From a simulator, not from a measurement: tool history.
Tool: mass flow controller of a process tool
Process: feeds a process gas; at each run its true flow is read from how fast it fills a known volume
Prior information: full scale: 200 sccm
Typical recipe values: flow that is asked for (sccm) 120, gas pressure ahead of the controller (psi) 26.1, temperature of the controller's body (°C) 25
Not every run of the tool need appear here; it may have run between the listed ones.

run,day,flow that is asked for (sccm),gas pressure ahead of the controller (psi),temperature of the controller's body (°C),true flow (%)
1,0,120,26.1,25,99.03
2,1.792,120,26.1,25,99.2
3,4.379,120,26.1,25,99.32
4,6.4,120,26.1,25,99.51
5,9.583,120,26.1,32,99.71
6,11.404,120,26.1,25,99.6
7,13.742,120,26.1,25,99.92
8,16.733,120,26.1,25,99.92
9,18.371,120,26.1,25,99.95
10,20.629,120,26.1,25,100.16
11,23.446,25,26.1,25,99.22
12,26.429,98,26.1,25,100.17
13,29.421,98,26.1,25,100.26
14,32.254,120,26.1,25,100.63
15,35.208,120,26.1,38,101.3
16,38.442,120,26.1,31,101.1
17,41.267,120,26.1,31,101.25
18,44.575,120,26.1,31,101.37
19,46.046,120,26.1,25,101.24
20,49.408,120,26.1,39,101.85
21,52.108,120,26.1,39,101.93
22,53.762,102,26.1,39,101.74
23,55.417,26,26.1,25,100.63
24,58.15,120,26.1,22,101.78
25,60.121,47,38.9,24,100.62
# day 62.388: controller exchanged for a calibrated one
26,63.354,58,38.9,24,100.97
27,65.367,58,38.9,24,101.05
# day 66.329: gauge calibrated
28,66.979,145,25.8,38,99.81
29,70.225,31,38.7,23,98.07
30,71.604,31,38.7,23,98.02
31,74.775,80,25.8,36,99.38
32,76.588,80,25.8,36,99.64
33,79.662,80,28.3,36,99.66
34,82.038,80,28.3,36,99.76
35,84.954,80,28.3,36,99.75
36,86.7,120,27.7,36,100.27
37,90.088,120,27.7,36,100.43
38,91.592,120,27.7,36,100.54
39,93.033,77,26.1,22,99.84
40,95.804,26,36.3,32,99.26
41,97.242,26,36.3,32,99.52
42,98.992,38,26.1,25,99.69
43,102.271,38,26.1,25,99.89
44,103.779,38,29.2,28,99.79
# day 105.354: gauge calibrated
45,106.979,31,27.6,29,98.23
46,109.558,31,24.9,22,98.38
47,112.567,31,34.5,30,98.56

Predict each of these 3 candidate next runs independently; none follows another, all start after run 47:
A,115.188,40,34.5,25,?
B,115.188,120,31.2,23,?
C,115.188,127,22.9,33,?

run,true flow (%)
A,98.62
B,99.36
C,100.11
With no hidden state in the tool, these same runs would have given:
run,true flow (%)
A,98.18
B,98.92
C,99.67
